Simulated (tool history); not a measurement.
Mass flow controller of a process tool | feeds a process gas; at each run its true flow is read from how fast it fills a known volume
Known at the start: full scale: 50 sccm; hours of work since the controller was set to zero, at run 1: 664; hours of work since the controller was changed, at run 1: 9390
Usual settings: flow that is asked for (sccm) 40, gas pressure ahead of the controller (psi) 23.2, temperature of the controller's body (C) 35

run      day  flow that is asked for (sccm)  gas pressure ahead of the controller (psi)  temperature of the controller's body (C)  hours of work since the controller was set to zero  hours of work since the controller was changed  true flow (%)
  1        0                             40                                        23.2                                        35                                                 664                                            9390         100.94
  2     20.2                             40                                        23.2                                        35                                                 898                                            9624         100.88
  3   30.883                             40                                        23.2                                        35                                                1022                                            9748         100.89
  4   42.421                             40                                        23.2                                        35                                                1155                                            9882         100.85
  5   62.275                             40                                        23.2                                        35                                                1385                                           10112         100.87
  6   80.675                             40                                        23.2                                        35                                                1598                                           10325         100.75
  7   96.104                             40                                        23.2                                        35                                                1777                                           10503         100.64
  8  114.079                             40                                        23.2                                        35                                                1985                                           10712         100.74
  9  126.517                             40                                        23.2                                        28                                                2129                                           10856          99.83
 10  143.262                             40                                        23.2                                        28                                                2323                                           11050          99.87
 11  155.592                             40                                        23.2                                        35                                                2466                                           11192         100.44
 12  172.175                             40                                        23.2                                        35                                                2658                                           11384         100.48
 13  191.646                             40                                        23.2                                        35                                                2884                                           11610         100.41
 14   207.95                             13                                        23.2                                        35                                                3072                                           11799          99.43
 15  221.912                             40                                        23.2                                        37                                                3234                                           11960         100.41
 16  241.346                             40                                        36.4                                        35                                                3459                                           12186          99.56
 17  262.529                             40                                        23.2                                        35                                                3705                                           12431         100.22
 18  282.954                             40                                        23.2                                        35                                                3941                                           12667         100.12
 19  299.538                             40                                        23.2                                        35                                                4133                                           12860         100.24
 20  312.121                             40                                        23.2                                        35                                                4279                                           13005         100.06
 21  325.175                             40                                        23.2                                        35                                                4430                                           13156            100
 22  344.579                             40                                        23.2                                        35                                                4655                                           13381          99.89
 23  359.392                             40                                        23.2                                        32                                                4826                                           13553          99.62
     362.533  -- controller exchanged for a calibrated one
 24  377.671                             40                                        23.2                                        32                                                 175                                             175          99.52
 25  392.112                             40                                        23.2                                        32                                                 343                                             343          99.48
 26  401.512                             40                                        23.2                                        38                                                 451                                             451         100.13
 27  418.138                             33                                        39.9                                        26                                                 644                                             644          97.71
 28  427.804                             40                                        21.9                                        31                                                 756                                             756          99.39
 29   439.25                              6                                        24.9                                        30                                                 888                                             888          97.84
 30  455.504                             37                                        23.2                                        36                                                1077                                            1077          99.71
 31  474.704                             37                                        23.2                                        36                                                1299                                            1299          99.57
     485.479  -- gauge calibrated
 32  494.071                             44                                          22                                        28                                                1523                                            1523          100.5
 33  510.358                              7                                        34.1                                        24                                                1712                                            1712             98
 34  519.412                             49                                        39.3                                        25                                                1817                                            1817          99.19
 35  531.838                             37                                        23.4                                        25                                                1961                                            1961          99.68
 36  551.288                             37                                        23.4                                        25                                                2186                                            2186          99.59
 37  560.008                             37                                        23.4                                        25                                                2287                                            2287           99.5
 38  571.754                             37                                        23.4                                        25                                                2423                                            2423          99.77
 39  581.362                             24                                        23.4                                        25                                                2534                                            2534          99.05
 40  599.879                             22                                        30.3                                        35                                                2749                                            2749          99.68
 41  609.725                             40                                        23.2                                        39                                                2863                                            2863         100.95
 42  625.188                             40                                        23.2                                        39                                                3042                                            3042          100.9
 43  646.421                             40                                        28.6                                        25                                                3288                                            3288          99.29
 44  665.908                             40                                        28.6                                        25                                                3513                                            3513          99.16
 45  682.842                             40                                        28.6                                        25                                                3710                                            3710          99.03
 46  698.008                             22                                        35.4                                        24                                                3885                                            3885          97.99
 47  707.542                             22                                        35.4                                        24                                                3996                                            3996          97.94
 48    716.5                             13                                        22.8                                        30                                                4099                                            4099           98.9
 49  725.421                             13                                        22.8                                        30                                                4203                                            4203          98.98

Measured less the same run without the tool's hidden state. The same run-to-run variation is in both; the gauge's scatter may not be:
The hidden state here: flow at rest that the sensor doesn't see, % of full scale; true flow over the shown one, %; drift of the gauge itself on true_pct, %.
run  true flow (%)
  1             +0
  2          -0.06
  3          -0.09
  4          -0.13
  5          -0.18
  6          -0.23
  7          -0.28
  8          -0.33
  9          -0.37
 10          -0.41
 11          -0.45
 12          -0.49
 13          -0.56
 14          -0.59
 15          -0.64
 16          -0.69
 17          -0.76
 18          -0.82
 19          -0.87
 20           -0.9
 21          -0.94
 22             -1
 23          -1.03
 24           -1.1
 25          -1.14
 26          -1.17
 27           -1.2
 28          -1.24
 29          -1.26
 30          -1.33
 31          -1.38
 32          -0.02
 33          -0.06
 34           -0.1
 35          -0.13
 36          -0.19
 37          -0.21
 38          -0.25
 39          -0.27
 40          -0.33
 41          -0.36
 42           -0.4
 43          -0.46
 44          -0.52
 45          -0.56
 46           -0.6
 47          -0.62
 48          -0.66
 49          -0.68

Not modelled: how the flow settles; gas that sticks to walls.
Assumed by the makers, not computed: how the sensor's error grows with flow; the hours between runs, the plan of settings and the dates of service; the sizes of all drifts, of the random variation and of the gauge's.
